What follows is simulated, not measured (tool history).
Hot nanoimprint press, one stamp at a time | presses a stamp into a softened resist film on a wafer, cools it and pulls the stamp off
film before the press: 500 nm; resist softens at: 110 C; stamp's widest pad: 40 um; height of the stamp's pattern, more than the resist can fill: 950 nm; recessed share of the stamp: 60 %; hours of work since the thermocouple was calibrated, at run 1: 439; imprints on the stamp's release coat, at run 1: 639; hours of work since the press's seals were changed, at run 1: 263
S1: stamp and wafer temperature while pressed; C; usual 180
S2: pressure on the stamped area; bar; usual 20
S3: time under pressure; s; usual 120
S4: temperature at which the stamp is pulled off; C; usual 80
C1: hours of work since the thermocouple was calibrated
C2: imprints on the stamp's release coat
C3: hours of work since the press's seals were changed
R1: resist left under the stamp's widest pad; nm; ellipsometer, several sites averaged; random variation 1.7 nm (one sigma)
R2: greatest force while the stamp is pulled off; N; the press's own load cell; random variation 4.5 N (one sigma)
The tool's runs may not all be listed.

run	hour	S1	S2	S3	S4	C1	C2	C3	R1	R2
1	0	180	20	120	80	439	639	263	286	254
2	17.9	180	20	120	80	452	704	277	287.8	282
3	31.9	180	20	120	80	463	755	287	292	252
# hour 41.1: plate thermocouple calibrated
4	46.2	180	20	120	80	4	796	295	296.9	266
5	63.8	180	18.3	120	80	17	859	308	306.6	276
6	75.7	180	18.3	120	80	25	903	317	304.5	278
7	93.3	180	20	120	80	38	966	330	294.9	283
8	109.1	182	20	120	80	50	1023	341	281.3	289
9	123.2	182	20	120	80	60	1074	352	278.5	293
10	132.4	180	20	120	80	67	1108	359	298	302
# hour 138.3: plate thermocouple calibrated, once more
11	147.8	180	20	120	80	7	1153	368	278.4	294
12	161.1	180	20	120	80	17	1201	378	274.8	308
13	171.4	180	20	120	80	24	1238	385	277.9	303
# hour 183: stamp cleaned and given a new release coat
14	194.4	180	20	162	80	37	42	398	250.1	233
15	210.4	180	20	120	81	49	100	409	280	232
16	219	180	20	120	82	55	131	416	276.1	230
17	228.6	180	20	120	82	62	165	423	277.2	231
18	236.1	180	17.8	123	82	68	193	428	287.3	231
19	247.2	180	17.8	123	82	76	233	436	286.7	231
20	260.6	180	17.8	123	82	86	281	446	291.2	242
21	270.9	180	17.8	123	82	93	319	454	290.8	236
22	284.1	168	20	105	80	103	366	464	411.7	236
23	292.8	168	20	105	80	109	398	470	407.1	237
24	304.2	168	20	151	84	118	439	478	380.3	249
25	322.1	168	20	151	84	131	504	492	380.1	236
26	330.4	168	20	151	84	137	534	498	384.1	247
27	343.5	176	20	99	85	147	581	507	336	246
28	352	176	20	99	85	153	612	514	341.1	246
29	362	172	20.1	85	74	160	648	521	390.4	282

5 ways to go on from here, each from the tool as it stands after run 29. What would each give?
A	369.2	180	27.6	69	80	166	675	526	?	?
B	369.2	191	20.1	85	74	166	675	526	?	?
C	369.2	170	20	120	80	166	675	526	?	?
D	369.2	190	20	120	80	166	675	526	?	?
E	369.2	180	20	127	87	166	675	526	?	?

run	R1	R2
A	301.8	265
B	219.7	281
C	383.2	260
D	197.7	264
E	280.3	248
Without the tool's hidden state the same runs would have given:
run	R1	R2
A	288.6	222
B	210.2	236
C	372.5	218
D	188.8	221
E	268.8	208
